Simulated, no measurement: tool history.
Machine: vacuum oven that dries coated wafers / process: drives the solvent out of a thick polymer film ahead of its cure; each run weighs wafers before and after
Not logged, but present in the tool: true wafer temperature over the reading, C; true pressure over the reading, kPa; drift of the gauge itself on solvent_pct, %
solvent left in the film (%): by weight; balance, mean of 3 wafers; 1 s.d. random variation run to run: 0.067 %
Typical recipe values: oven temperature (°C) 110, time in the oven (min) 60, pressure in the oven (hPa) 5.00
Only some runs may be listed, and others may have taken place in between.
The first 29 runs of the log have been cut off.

| run | day | oven temperature (°C) | time in the oven (min) | pressure in the oven (hPa) | hours of work since the thermocouples were calibrated | hours of work since the vacuum gauge was cleaned of residue | solvent left in the film (%) |
|---|---|---|---|---|---|---|---|
| 30 | 42.550 | 110 | 88 | 5.00 | 739 | 765 | 3.02 |
| 31 | 43.975 | 110 | 32 | 5.00 | 755 | 782 | 8.99 |
|  | 45.242 | oven's thermocouples calibrated |
| 32 | 45.804 | 110 | 32 | 5.00 | 6 | 802 | 8.66 |
| 33 | 47.000 | 122 | 45 | 5.00 | 20 | 815 | 2.47 |
| 34 | 48.946 | 112 | 105 | 2.85 | 42 | 837 | 1.41 |
| 35 | 50.662 | 112 | 105 | 2.85 | 62 | 857 | 1.31 |
| 36 | 52.017 | 105 | 106 | 5.00 | 77 | 872 | 3.16 |
| 37 | 53.238 | 110 | 57 | 8.11 | 91 | 886 | 5.09 |

Alternative continuations, all from the tool just after run 37; predict every row:
| A | 54.679 | 111 | 39 | 5.16 | 107 | 902 | ? |
| B | 54.679 | 110 | 39 | 8.11 | 107 | 902 | ? |
| C | 54.679 | 100 | 41 | 3.04 | 107 | 902 | ? |

| run | solvent left in the film (%) |
|---|---|
| A | 7.04 |
| B | 7.48 |
| C | 10.87 |
With no hidden state in the tool, these same runs would have given:
| run | solvent left in the film (%) |
|---|---|
| A | 6.84 |
| B | 7.28 |
| C | 10.67 |
